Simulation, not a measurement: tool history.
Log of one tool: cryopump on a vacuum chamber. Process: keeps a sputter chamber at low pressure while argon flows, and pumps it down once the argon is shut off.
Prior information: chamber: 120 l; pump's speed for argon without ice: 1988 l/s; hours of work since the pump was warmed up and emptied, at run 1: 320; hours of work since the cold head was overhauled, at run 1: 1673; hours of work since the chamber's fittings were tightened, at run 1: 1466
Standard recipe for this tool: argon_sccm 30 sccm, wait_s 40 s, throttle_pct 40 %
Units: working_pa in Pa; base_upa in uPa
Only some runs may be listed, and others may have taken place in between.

run,hour,argon_sccm,wait_s,throttle_pct,hours of work since the pump was warmed up and emptied,hours of work since the cold head was overhauled,hours of work since the chamber's fittings were tightened,working_pa,base_upa
1,0.0,30,40,40,320,1673,1466,0.0732,2.01
2,46.2,40,40,40,353,1706,1499,0.0998,2.02
3,123.2,15,40,40,409,1761,1554,0.0387,2.09
# hour 151.4: pump warmed up, emptied and cooled again
4,172.9,30,40,40,15,1793,1586,0.0652,1.95
5,220.9,30,40,40,50,1828,1621,0.0655,1.87
6,258.3,30,40,26,77,1854,1648,0.1009,1.89
7,330.5,31,40,40,128,1906,1699,0.0680,2.01
8,398.4,30,175,40,177,1955,1748,0.0684,0.83
9,461.1,30,40,59,222,2000,1793,0.0494,1.98
10,530.0,30,40,40,272,2049,1843,0.0705,2.06
11,605.8,30,40,40,326,2104,1897,0.0733,2.10
12,673.1,30,267,40,374,2152,1945,0.0755,0.88
13,732.7,30,267,40,417,2195,1988,0.0771,0.91
# hour 749.7: pump warmed up, emptied and cooled again
14,786.0,28,40,40,26,2229,2023,0.0605,1.90
15,834.6,30,40,40,61,2264,2057,0.0657,1.94
16,892.4,30,40,40,102,2306,2099,0.0663,2.01
17,962.5,30,40,40,153,2356,2149,0.0687,2.03
18,1038.6,30,40,40,207,2410,2204,0.0696,2.05
19,1101.1,24,59,60,252,2455,2249,0.0399,1.68
20,1141.0,24,59,60,281,2484,2277,0.0405,1.66
21,1174.8,30,236,20,305,2508,2301,0.1379,0.94
22,1218.9,15,46,41,337,2540,2333,0.0360,1.95
23,1289.3,29,20,20,387,2590,2384,0.1333,3.72
# hour 1344.6: pump warmed up, emptied and cooled again
24,1368.9,23,193,20,17,2644,2437,0.0980,0.84
25,1439.3,23,193,26,68,2694,2488,0.0758,0.87
26,1474.1,32,20,20,93,2719,2513,0.1382,3.59
27,1509.6,23,133,40,118,2745,2538,0.0514,1.06
28,1577.2,23,133,40,167,2793,2587,0.0521,1.06
29,1615.2,59,26,40,194,2820,2614,0.1377,2.85
30,1674.2,21,248,16,236,2863,2656,0.1171,0.92
31,1754.0,30,53,19,294,2920,2713,0.1415,1.90
32,1798.0,30,53,19,325,2952,2745,0.1453,1.93
33,1867.4,30,53,19,375,3001,2795,0.1466,1.95
34,1901.3,36,49,60,399,3026,2819,0.0664,2.08

What if the next run were any one of these 4? Each begins from the tool's condition after run 34:
# hour 1943.8: pump warmed up, emptied and cooled again
A,1957.0,15,36,51,9,3062,2855,?,?
# hour 1943.8: pump warmed up, emptied and cooled again
B,1957.0,24,69,48,9,3062,2855,?,?
# hour 1943.8: pump warmed up, emptied and cooled again
C,1957.0,50,26,40,9,3062,2855,?,?
# hour 1943.8: pump warmed up, emptied and cooled again
D,1957.0,15,24,22,9,3062,2855,?,?

run,working_pa,base_upa
A,0.0257,2.31
B,0.0424,1.46
C,0.1084,2.84
D,0.0591,3.14
With the hidden condition removed and each run's random variation left untouched, the same runs would have given:
run,working_pa,base_upa
A,0.0252,1.86
B,0.0416,1.02
C,0.1069,2.41
D,0.0587,2.69
